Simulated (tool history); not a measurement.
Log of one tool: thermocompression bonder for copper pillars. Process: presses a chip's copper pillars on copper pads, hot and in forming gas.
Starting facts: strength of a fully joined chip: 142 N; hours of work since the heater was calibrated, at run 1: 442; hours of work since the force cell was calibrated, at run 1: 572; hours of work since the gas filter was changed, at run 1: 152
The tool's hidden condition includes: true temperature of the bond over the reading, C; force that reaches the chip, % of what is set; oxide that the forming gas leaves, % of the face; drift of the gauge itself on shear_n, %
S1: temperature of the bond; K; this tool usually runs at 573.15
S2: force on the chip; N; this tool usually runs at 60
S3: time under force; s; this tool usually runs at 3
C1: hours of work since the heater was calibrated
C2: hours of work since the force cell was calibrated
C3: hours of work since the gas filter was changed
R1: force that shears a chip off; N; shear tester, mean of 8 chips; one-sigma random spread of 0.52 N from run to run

| run | hour | S1 | S2 | S3 | C1 | C2 | C3 | R1 |
|---|---|---|---|---|---|---|---|---|
| 1 | 0 | 573.15 | 60 | 3 | 442 | 572 | 152 | 102.3 |
| 2 | 19.9 | 573.15 | 60 | 3 | 452 | 582 | 161 | 101.8 |
| 3 | 44.9 | 573.15 | 60 | 3 | 464 | 594 | 173 | 101.9 |
| 4 | 73.3 | 573.15 | 60 | 3 | 477 | 607 | 187 | 101.8 |
| 5 | 89.4 | 573.15 | 60 | 2 | 485 | 615 | 195 | 92.1 |
| 6 | 102.3 | 573.15 | 60 | 2 | 491 | 621 | 201 | 90.9 |
| 7 | 129.7 | 573.15 | 60 | 3 | 505 | 634 | 214 | 101.3 |
| 8 | 142.6 | 573.15 | 60 | 3 | 511 | 641 | 220 | 102 |
| 9 | 159.7 | 573.15 | 60 | 3 | 519 | 649 | 229 | 101.9 |
| 10 | 182.2 | 573.15 | 60 | 3 | 530 | 660 | 239 | 101.7 |
| 11 | 199 | 573.15 | 60 | 3 | 538 | 668 | 248 | 101.5 |
| 12 | 224.2 | 573.15 | 60 | 3 | 550 | 680 | 260 | 101.5 |
| 13 | 242.9 | 573.15 | 60 | 4 | 559 | 689 | 269 | 107.4 |
| 14 | 265.3 | 573.15 | 60 | 4 | 570 | 700 | 279 | 108.1 |
| 15 | 286.6 | 573.15 | 60 | 4 | 580 | 710 | 290 | 108.7 |
| 16 | 310.8 | 573.15 | 55 | 4 | 592 | 721 | 301 | 105.1 |
| 17 | 336.9 | 573.15 | 55 | 4 | 604 | 734 | 314 | 103.9 |
| 18 | 359.8 | 599.15 | 60 | 3 | 615 | 745 | 325 | 121.1 |
| 19 | 384.2 | 550.15 | 39 | 8 | 627 | 757 | 337 | 87.8 |
| 20 | 407.2 | 550.15 | 39 | 8 | 638 | 768 | 348 | 87 |
| 21 | 430.4 | 550.15 | 39 | 8 | 649 | 779 | 359 | 87.7 |
| 22 | 450.4 | 559.15 | 77 | 7 | 659 | 789 | 368 | 117.6 |
| 23 | 478 | 573.15 | 60 | 3 | 672 | 802 | 382 | 99.8 |
| 24 | 504.7 | 573.15 | 60 | 3 | 685 | 815 | 395 | 99.6 |
| 25 | 530.3 | 573.15 | 60 | 3 | 697 | 827 | 407 | 100.5 |
|  | 542.1 | forming gas filter changed |
| 26 | 551.9 | 548.15 | 60 | 3 | 707 | 837 | 5 | 77.3 |
| 27 | 570.5 | 594.15 | 60 | 3 | 716 | 846 | 14 | 117 |
| 28 | 589.7 | 565.15 | 60 | 3 | 725 | 855 | 23 | 92.9 |
| 29 | 610.3 | 565.15 | 60 | 3 | 735 | 865 | 33 | 93.3 |

Each row is a separate what-if for the run after 29, all from the same tool condition, not one after another. Results?
| A | 634.7 | 583.15 | 56 | 5 | 747 | 877 | 45 | ? |
| B | 634.7 | 543.15 | 39 | 3 | 747 | 877 | 45 | ? |
| C | 634.7 | 565.15 | 39 | 5 | 747 | 877 | 45 | ? |
| D | 634.7 | 588.15 | 60 | 3 | 747 | 877 | 45 | ? |

| run | R1 |
|---|---|
| A | 116.2 |
| B | 57.2 |
| C | 89.4 |
| D | 111.9 |
Without the tool's unlogged condition, the same runs would have read:
| run | R1 |
|---|---|
| A | 119.1 |
| B | 58.5 |
| C | 91.6 |
| D | 114.8 |

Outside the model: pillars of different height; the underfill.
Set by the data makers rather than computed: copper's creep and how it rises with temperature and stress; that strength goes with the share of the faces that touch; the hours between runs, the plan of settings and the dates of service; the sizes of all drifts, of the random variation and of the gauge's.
